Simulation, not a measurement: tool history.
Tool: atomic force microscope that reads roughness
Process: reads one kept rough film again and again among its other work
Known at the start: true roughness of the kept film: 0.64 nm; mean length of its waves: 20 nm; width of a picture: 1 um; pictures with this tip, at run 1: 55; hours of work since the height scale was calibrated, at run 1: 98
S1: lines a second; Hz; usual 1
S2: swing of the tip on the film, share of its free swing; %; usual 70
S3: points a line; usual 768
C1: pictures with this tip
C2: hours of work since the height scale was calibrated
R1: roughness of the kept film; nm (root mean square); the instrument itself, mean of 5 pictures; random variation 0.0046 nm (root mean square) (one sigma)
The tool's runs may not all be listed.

run  hour  S1  S2   S3   C1   C2     R1
  1     0   1  70  768   55   98  0.548
  2  12.6   1  70  768   73  105  0.534
  3  29.5   1  70  768   97  115  0.526
  4  45.2   1  70  768  119  125  0.507
  5  57.7   1  70  768  136  132  0.497
  6  73.4   1  70  768  158  141  0.492

The next listed run, before its measurement:
  7  88.8  2.58  72  448  180  150   ?

{"run 7": {"R1": 0.45}}
Without the tool's hidden state the same run would have given R1 0.542 nm (root mean square).
